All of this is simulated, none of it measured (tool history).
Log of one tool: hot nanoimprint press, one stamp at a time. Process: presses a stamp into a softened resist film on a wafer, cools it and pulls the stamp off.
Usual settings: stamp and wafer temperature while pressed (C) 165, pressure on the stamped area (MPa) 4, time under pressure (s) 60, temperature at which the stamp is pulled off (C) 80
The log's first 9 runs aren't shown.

run	day	stamp and wafer temperature while pressed (C)	pressure on the stamped area (MPa)	time under pressure (s)	temperature at which the stamp is pulled off (C)	hours of work since the thermocouple was calibrated	imprints on the stamp's release coat	hours of work since the press's seals were changed	resist left under the stamp's widest pad (angstrom)	greatest force while the stamp is pulled off (N)
10	18.271	165	4	60	75	44	936	589	1692	242
# day 19.304: press's hydraulic seals changed and the load cell set to zero
11	20.421	165	4	60	75	70	1121	16	1645	249
12	22.333	165	4	60	75	98	1315	44	1640	253
13	23.621	165	4	60	80	117	1446	63	1636	244
14	25.733	165	4	60	70	148	1661	94	1640	290
# day 26.379: stamp cleaned and given a new release coat
15	28.592	165	4	60	70	186	225	132	1635	235
16	30.604	165	4	100	69	215	430	161	1362	241
17	32.492	165	4	100	69	243	622	189	1357	253
18	35.208	165	4	100	69	283	898	229	1350	261
19	37.775	165	4	31	77	320	1159	266	2022	245
20	39.533	165	4	60	79	346	1338	292	1626	244
21	41.483	165	4	40	80	374	1536	320	1863	248
# day 43.142: plate thermocouple calibrated
# day 43.392: stamp cleaned and given a new release coat
22	43.629	174	4.93	61	71	3	24	346	1057	218
23	45.342	174	4.93	61	71	29	199	371	1059	239
24	47.558	174	4.93	61	67	61	424	404	1063	250
25	49.888	167	4	60	87	95	661	438	1547	191
26	52.75	171	4	49	73	137	952	480	1432	256
27	53.988	171	4	49	75	155	1078	498	1425	247
28	56.433	169	4.43	70	80	191	1327	533	1284	239
29	58.867	163	4	60	80	226	1574	569	1796	247
# day 60.417: stamp cleaned and given a new release coat
30	61.05	155	4.07	52	87	254	65	597	2485	168

Forecast each of these 3 alternatives for the next run:
# day 61.608: press's hydraulic seals changed and the load cell set to zero
A	63.421	175	4.65	60	80	284	272	26	?	?
# day 61.608: press's hydraulic seals changed and the load cell set to zero
B	63.421	159	4.07	35	77	284	272	26	?	?
# day 61.608: press's hydraulic seals changed and the load cell set to zero
C	63.421	165	5.76	50	80	284	272	26	?	?

run	resist left under the stamp's widest pad (angstrom)	greatest force while the stamp is pulled off (N)
A	1021	202
B	2367	211
C	1451	202
Without the tool's hidden state the same runs would have given:
run	resist left under the stamp's widest pad (angstrom)	greatest force while the stamp is pulled off (N)
A	1044	195
B	2416	203
C	1487	195

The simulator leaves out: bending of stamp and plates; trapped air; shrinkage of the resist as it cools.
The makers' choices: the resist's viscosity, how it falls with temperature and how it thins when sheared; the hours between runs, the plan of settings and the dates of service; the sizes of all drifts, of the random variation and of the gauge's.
